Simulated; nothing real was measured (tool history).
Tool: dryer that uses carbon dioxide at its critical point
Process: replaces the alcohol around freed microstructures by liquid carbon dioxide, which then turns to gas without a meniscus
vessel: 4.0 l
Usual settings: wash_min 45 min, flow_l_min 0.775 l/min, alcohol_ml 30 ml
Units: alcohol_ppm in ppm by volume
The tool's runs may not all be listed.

run 1 day=0.000 | wash_min=45 flow_l_min=0.775 alcohol_ml=30 | alcohol_ppm=40
run 2 day=0.162 | wash_min=45 flow_l_min=0.775 alcohol_ml=30 | alcohol_ppm=45
run 3 day=0.329 | wash_min=45 flow_l_min=0.775 alcohol_ml=30 | alcohol_ppm=35
run 4 day=0.679 | wash_min=45 flow_l_min=0.775 alcohol_ml=30 | alcohol_ppm=50
run 5 day=0.867 | wash_min=45 flow_l_min=0.775 alcohol_ml=30 | alcohol_ppm=43
run 6 day=1.108 | wash_min=45 flow_l_min=0.775 alcohol_ml=28 | alcohol_ppm=37
run 7 day=1.367 | wash_min=45 flow_l_min=0.775 alcohol_ml=28 | alcohol_ppm=35
run 8 day=1.562 | wash_min=45 flow_l_min=0.775 alcohol_ml=30 | alcohol_ppm=50
run 9 day=1.854 | wash_min=45 flow_l_min=0.775 alcohol_ml=30 | alcohol_ppm=39
run 10 day=2.229 | wash_min=45 flow_l_min=0.775 alcohol_ml=30 | alcohol_ppm=38
run 11 day=2.404 | wash_min=45 flow_l_min=0.775 alcohol_ml=30 | alcohol_ppm=35
run 12 day=2.792 | wash_min=45 flow_l_min=0.775 alcohol_ml=30 | alcohol_ppm=56
run 13 day=3.167 | wash_min=45 flow_l_min=0.775 alcohol_ml=30 | alcohol_ppm=50
run 14 day=3.562 | wash_min=45 flow_l_min=0.775 alcohol_ml=30 | alcohol_ppm=48
run 15 day=3.883 | wash_min=70 flow_l_min=0.775 alcohol_ml=30 | alcohol_ppm=36
run 16 day=4.288 | wash_min=70 flow_l_min=0.775 alcohol_ml=30 | alcohol_ppm=41
run 17 day=4.554 | wash_min=45 flow_l_min=0.775 alcohol_ml=59 | alcohol_ppm=69
run 18 day=4.742 | wash_min=45 flow_l_min=1.085 alcohol_ml=30 | alcohol_ppm=37
run 19 day=5.038 | wash_min=45 flow_l_min=1.085 alcohol_ml=30 | alcohol_ppm=37
run 20 day=5.296 | wash_min=45 flow_l_min=1.085 alcohol_ml=30 | alcohol_ppm=35
run 21 day=5.612 | wash_min=43 flow_l_min=1.062 alcohol_ml=30 | alcohol_ppm=44
run 22 day=5.808 | wash_min=31 flow_l_min=0.775 alcohol_ml=36 | alcohol_ppm=166
run 23 day=6.117 | wash_min=63 flow_l_min=0.859 alcohol_ml=27 | alcohol_ppm=42
run 24 day=6.304 | wash_min=45 flow_l_min=0.851 alcohol_ml=30 | alcohol_ppm=50
run 25 day=6.667 | wash_min=43 flow_l_min=0.600 alcohol_ml=30 | alcohol_ppm=125
run 26 day=6.983 | wash_min=35 flow_l_min=0.514 alcohol_ml=30 | alcohol_ppm=348
run 27 day=7.371 | wash_min=28 flow_l_min=0.775 alcohol_ml=68 | alcohol_ppm=404
run 28 day=7.575 | wash_min=33 flow_l_min=0.763 alcohol_ml=68 | alcohol_ppm=236
run 29 day=7.942 | wash_min=45 flow_l_min=0.553 alcohol_ml=35 | alcohol_ppm=147
run 30 day=8.204 | wash_min=34 flow_l_min=0.805 alcohol_ml=62 | alcohol_ppm=172
run 31 day=8.421 | wash_min=34 flow_l_min=0.805 alcohol_ml=62 | alcohol_ppm=175
run 32 day=8.588 | wash_min=40 flow_l_min=1.283 alcohol_ml=23 | alcohol_ppm=48
run 33 day=8.971 | wash_min=45 flow_l_min=0.531 alcohol_ml=30 | alcohol_ppm=168
run 34 day=9.183 | wash_min=45 flow_l_min=0.531 alcohol_ml=30 | alcohol_ppm=163
run 35 day=9.404 | wash_min=40 flow_l_min=0.731 alcohol_ml=91 | alcohol_ppm=186
run 36 day=9.758 | wash_min=40 flow_l_min=0.731 alcohol_ml=91 | alcohol_ppm=193
run 37 day=9.942 | wash_min=30 flow_l_min=0.775 alcohol_ml=41 | alcohol_ppm=227
run 38 day=10.267 | wash_min=49 flow_l_min=1.186 alcohol_ml=57 | alcohol_ppm=44
run 39 day=10.433 | wash_min=49 flow_l_min=1.186 alcohol_ml=57 | alcohol_ppm=53

Forecast each of these 4 alternatives for the next run:
run A day=10.658 | wash_min=39 flow_l_min=0.775 alcohol_ml=30 | alcohol_ppm=?
run B day=10.658 | wash_min=49 flow_l_min=0.927 alcohol_ml=93 | alcohol_ppm=?
run C day=10.658 | wash_min=28 flow_l_min=0.775 alcohol_ml=30 | alcohol_ppm=?
run D day=10.658 | wash_min=45 flow_l_min=0.775 alcohol_ml=23 | alcohol_ppm=?

run=A alcohol_ppm=83
run=B alcohol_ppm=71
run=C alcohol_ppm=231
run=D alcohol_ppm=72
Without the tool's hidden state the same runs would have given:
run=A alcohol_ppm=15
run=B alcohol_ppm=17
run=C alcohol_ppm=120
run=D alcohol_ppm=15
